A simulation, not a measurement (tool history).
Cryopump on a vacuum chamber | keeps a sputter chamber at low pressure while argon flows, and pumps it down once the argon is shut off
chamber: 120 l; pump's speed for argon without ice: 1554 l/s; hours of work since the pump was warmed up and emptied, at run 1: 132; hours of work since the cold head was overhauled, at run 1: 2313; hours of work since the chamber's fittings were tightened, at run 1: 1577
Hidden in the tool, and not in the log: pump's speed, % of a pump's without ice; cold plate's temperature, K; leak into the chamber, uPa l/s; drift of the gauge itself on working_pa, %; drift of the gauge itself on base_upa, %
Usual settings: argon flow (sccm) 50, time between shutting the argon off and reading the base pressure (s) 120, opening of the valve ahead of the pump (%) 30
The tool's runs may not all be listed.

| run | hour | argon flow (sccm) | time between shutting the argon off and reading the base pressure (s) | opening of the valve ahead of the pump (%) | hours of work since the pump was warmed up and emptied | hours of work since the cold head was overhauled | hours of work since the chamber's fittings were tightened | pressure while argon flows (Pa) | pressure after the wait (uPa) |
|---|---|---|---|---|---|---|---|---|---|
| 1 | 0 | 50 | 120 | 30 | 132 | 2313 | 1577 | 0.1849 | 1.51 |
| 2 | 40.4 | 50 | 120 | 30 | 168 | 2349 | 1613 | 0.1865 | 1.56 |
| 3 | 85.5 | 50 | 120 | 30 | 208 | 2389 | 1654 | 0.1869 | 1.56 |
| 4 | 138.5 | 50 | 120 | 30 | 256 | 2436 | 1701 | 0.1869 | 1.64 |
| 5 | 170.9 | 50 | 120 | 30 | 284 | 2465 | 1730 | 0.1869 | 1.65 |
| 6 | 206.5 | 50 | 120 | 55 | 316 | 2496 | 1761 | 0.1063 | 1.72 |
|  | 251 | pump warmed up, emptied and cooled again |
| 7 | 256.2 | 50 | 120 | 55 | 5 | 2536 | 1801 | 0.1012 | 1.58 |
| 8 | 285.7 | 50 | 120 | 55 | 31 | 2563 | 1827 | 0.1021 | 1.57 |
| 9 | 331.9 | 22 | 120 | 30 | 72 | 2604 | 1868 | 0.0808 | 1.64 |
| 10 | 376.1 | 22 | 120 | 30 | 111 | 2643 | 1908 | 0.0819 | 1.65 |
| 11 | 407.6 | 22 | 120 | 30 | 139 | 2671 | 1936 | 0.0816 | 1.71 |
| 12 | 434.1 | 50 | 120 | 42 | 163 | 2695 | 1959 | 0.1362 | 1.79 |
|  | 451 | leaking fittings of the chamber tightened, without venting |
| 13 | 477.9 | 50 | 218 | 30 | 200 | 2732 | 24 | 0.1883 | 0.41 |
| 14 | 506.4 | 38 | 218 | 30 | 226 | 2757 | 49 | 0.1434 | 0.5 |
| 15 | 549.8 | 38 | 218 | 30 | 264 | 2796 | 88 | 0.1428 | 0.52 |
| 16 | 606.7 | 45 | 124 | 54 | 315 | 2846 | 139 | 0.0985 | 0.63 |
| 17 | 643.1 | 60 | 61 | 17 | 347 | 2879 | 171 | 0.3953 | 1.02 |
|  | 652.3 | pump warmed up, emptied and cooled again |
| 18 | 680.7 | 60 | 61 | 17 | 25 | 2908 | 200 | 0.3852 | 1.05 |
| 19 | 722.4 | 60 | 61 | 29 | 62 | 2945 | 237 | 0.228 | 1.01 |
| 20 | 768 | 50 | 44 | 34 | 103 | 2986 | 278 | 0.1643 | 1.33 |
| 21 | 814.5 | 50 | 44 | 34 | 144 | 3027 | 319 | 0.1648 | 1.37 |
| 22 | 843.9 | 84 | 94 | 30 | 170 | 3053 | 345 | 0.3145 | 0.86 |
| 23 | 903.4 | 21 | 71 | 39 | 223 | 3106 | 398 | 0.0615 | 1.06 |
| 24 | 962.4 | 24 | 272 | 54 | 276 | 3159 | 451 | 0.0524 | 0.68 |
| 25 | 996.9 | 74 | 69 | 45 | 307 | 3189 | 481 | 0.1925 | 1.17 |
| 26 | 1041.2 | 50 | 64 | 37 | 346 | 3229 | 521 | 0.1572 | 1.24 |
|  | 1052 | pump warmed up, emptied and cooled again |
| 27 | 1095.9 | 50 | 64 | 37 | 39 | 3273 | 565 | 0.1491 | 1.15 |
| 28 | 1149.9 | 54 | 130 | 59 | 87 | 3321 | 613 | 0.1016 | 0.87 |

Forecast each of these 5 alternatives for the next run:
| A | 1198.1 | 54 | 36 | 59 | 130 | 3364 | 656 | ? | ? |
| B | 1198.1 | 22 | 120 | 30 | 130 | 3364 | 656 | ? | ? |
| C | 1198.1 | 54 | 130 | 32 | 130 | 3364 | 656 | ? | ? |
| D | 1198.1 | 34 | 63 | 43 | 130 | 3364 | 656 | ? | ? |
| E | 1198.1 | 54 | 217 | 54 | 130 | 3364 | 656 | ? | ? |

| run | pressure while argon flows (Pa) | pressure after the wait (uPa) |
|---|---|---|
| A | 0.1039 | 1.75 |
| B | 0.0813 | 0.99 |
| C | 0.1888 | 0.97 |
| D | 0.0896 | 1.32 |
| E | 0.1125 | 0.84 |
Without the tool's hidden state the same runs would have given:
| run | pressure while argon flows (Pa) | pressure after the wait (uPa) |
|---|---|---|
| A | 0.0991 | 1.3 |
| B | 0.0794 | 0.53 |
| C | 0.184 | 0.52 |
| D | 0.0866 | 0.86 |
| E | 0.1077 | 0.39 |
